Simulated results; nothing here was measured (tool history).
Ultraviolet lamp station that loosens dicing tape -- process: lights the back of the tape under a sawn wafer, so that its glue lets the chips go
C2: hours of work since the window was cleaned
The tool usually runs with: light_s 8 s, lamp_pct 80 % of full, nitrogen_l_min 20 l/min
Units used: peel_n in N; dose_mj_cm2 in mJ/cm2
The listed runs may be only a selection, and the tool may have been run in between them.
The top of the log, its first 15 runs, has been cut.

{"run": 16, "day": 7.325, "light_s": 8, "lamp_pct": 74, "nitrogen_l_min": 20, "hours of work of the lamp": 238, "C2": 80, "peel_n": 0.55, "dose_mj_cm2": 512}
{"run": 17, "day": 7.725, "light_s": 16, "lamp_pct": 80, "nitrogen_l_min": 20, "hours of work of the lamp": 245, "C2": 88, "peel_n": 0.142, "dose_mj_cm2": 1101}
{"run": 18, "day": 8.204, "light_s": 8, "lamp_pct": 94, "nitrogen_l_min": 20, "hours of work of the lamp": 254, "C2": 97, "peel_n": 0.307, "dose_mj_cm2": 636}
{"run": 19, "day": 8.529, "light_s": 8, "lamp_pct": 94, "nitrogen_l_min": 20, "hours of work of the lamp": 260, "C2": 103, "peel_n": 0.315, "dose_mj_cm2": 637}
{"run": 20, "day": 8.988, "light_s": 8, "lamp_pct": 94, "nitrogen_l_min": 20, "hours of work of the lamp": 269, "C2": 111, "peel_n": 0.317, "dose_mj_cm2": 636}
{"run": 21, "day": 9.467, "light_s": 10, "lamp_pct": 75, "nitrogen_l_min": 12, "hours of work of the lamp": 277, "C2": 120, "peel_n": 0.513, "dose_mj_cm2": 627}
{"run": 22, "day": 10.038, "light_s": 10, "lamp_pct": 75, "nitrogen_l_min": 12, "hours of work of the lamp": 288, "C2": 131, "peel_n": 0.499, "dose_mj_cm2": 630}
{"run": 23, "day": 10.683, "light_s": 6, "lamp_pct": 75, "nitrogen_l_min": 25, "hours of work of the lamp": 300, "C2": 143, "peel_n": 0.931, "dose_mj_cm2": 377}
{"run": 24, "day": 11.3, "light_s": 8, "lamp_pct": 80, "nitrogen_l_min": 16, "hours of work of the lamp": 312, "C2": 154, "peel_n": 0.577, "dose_mj_cm2": 530}
{"run": 25, "day": 11.638, "light_s": 8, "lamp_pct": 70, "nitrogen_l_min": 13, "hours of work of the lamp": 318, "C2": 160, "peel_n": 0.981, "dose_mj_cm2": 461}
{"run": 26, "day": 12.046, "light_s": 4, "lamp_pct": 68, "nitrogen_l_min": 7, "hours of work of the lamp": 325, "C2": 168, "peel_n": 4.224, "dose_mj_cm2": 221}
{"run": 27, "day": 12.412, "light_s": 4, "lamp_pct": 68, "nitrogen_l_min": 7, "hours of work of the lamp": 332, "C2": 175, "peel_n": 4.276, "dose_mj_cm2": 226}
{"run": 28, "day": 13.05, "light_s": 4, "lamp_pct": 68, "nitrogen_l_min": 7, "hours of work of the lamp": 344, "C2": 187, "peel_n": 4.28, "dose_mj_cm2": 222}
{"run": 29, "day": 13.646, "light_s": 4, "lamp_pct": 68, "nitrogen_l_min": 7, "hours of work of the lamp": 355, "C2": 198, "peel_n": 4.163, "dose_mj_cm2": 220}
{"run": 30, "day": 13.95, "light_s": 4, "lamp_pct": 68, "nitrogen_l_min": 7, "hours of work of the lamp": 361, "C2": 203, "peel_n": 4.372, "dose_mj_cm2": 216}
{"run": 31, "day": 14.604, "light_s": 4, "lamp_pct": 68, "nitrogen_l_min": 10, "hours of work of the lamp": 373, "C2": 215, "peel_n": 3.898, "dose_mj_cm2": 218}
{"run": 32, "day": 15.292, "light_s": 4, "lamp_pct": 86, "nitrogen_l_min": 10, "hours of work of the lamp": 386, "C2": 228, "peel_n": 2.988, "dose_mj_cm2": 277}
{"run": 33, "day": 15.9, "light_s": 11, "lamp_pct": 70, "nitrogen_l_min": 27, "hours of work of the lamp": 397, "C2": 240, "peel_n": 0.273, "dose_mj_cm2": 614}
{"run": 34, "day": 16.221, "light_s": 11, "lamp_pct": 70, "nitrogen_l_min": 27, "hours of work of the lamp": 403, "C2": 246, "peel_n": 0.281, "dose_mj_cm2": 610}
{"day": 16.296, "done": "window cleaned of glue's vapour"}
{"run": 35, "day": 16.796, "light_s": 11, "lamp_pct": 70, "nitrogen_l_min": 27, "hours of work of the lamp": 413, "C2": 9, "peel_n": 0.237, "dose_mj_cm2": 655}
{"run": 36, "day": 17.321, "light_s": 11, "lamp_pct": 70, "nitrogen_l_min": 20, "hours of work of the lamp": 423, "C2": 19, "peel_n": 0.308, "dose_mj_cm2": 653}
{"run": 37, "day": 17.796, "light_s": 9, "lamp_pct": 61, "nitrogen_l_min": 6, "hours of work of the lamp": 432, "C2": 28, "peel_n": 1.732, "dose_mj_cm2": 465}
{"run": 38, "day": 18.212, "light_s": 9, "lamp_pct": 61, "nitrogen_l_min": 6, "hours of work of the lamp": 440, "C2": 36, "peel_n": 1.792, "dose_mj_cm2": 463}
{"run": 39, "day": 18.562, "light_s": 14, "lamp_pct": 86, "nitrogen_l_min": 6, "hours of work of the lamp": 446, "C2": 42, "peel_n": 0.312, "dose_mj_cm2": 1001}

4 ways to go on from here, each from the tool as it stands after run 39. What would each give?
{"run": "A", "day": 18.946, "light_s": 4, "lamp_pct": 77, "nitrogen_l_min": 12, "hours of work of the lamp": 453, "C2": 49, "peel_n": "?", "dose_mj_cm2": "?"}
{"run": "B", "day": 18.946, "light_s": 5, "lamp_pct": 86, "nitrogen_l_min": 6, "hours of work of the lamp": 453, "C2": 49, "peel_n": "?", "dose_mj_cm2": "?"}
{"run": "C", "day": 18.946, "light_s": 8, "lamp_pct": 63, "nitrogen_l_min": 20, "hours of work of the lamp": 453, "C2": 49, "peel_n": "?", "dose_mj_cm2": "?"}
{"run": "D", "day": 18.946, "light_s": 6, "lamp_pct": 77, "nitrogen_l_min": 10, "hours of work of the lamp": 453, "C2": 49, "peel_n": "?", "dose_mj_cm2": "?"}

run=A peel_n=2.944 dose_mj_cm2=258
run=B peel_n=2.647 dose_mj_cm2=357
run=C peel_n=0.865 dose_mj_cm2=421
run=D peel_n=1.718 dose_mj_cm2=382
Stripped of hidden state, with their random variation kept, the same runs would have yielded:
run=A peel_n=2.577 dose_mj_cm2=284
run=B peel_n=2.295 dose_mj_cm2=393
run=C peel_n=0.691 dose_mj_cm2=463
run=D peel_n=1.436 dose_mj_cm2=420
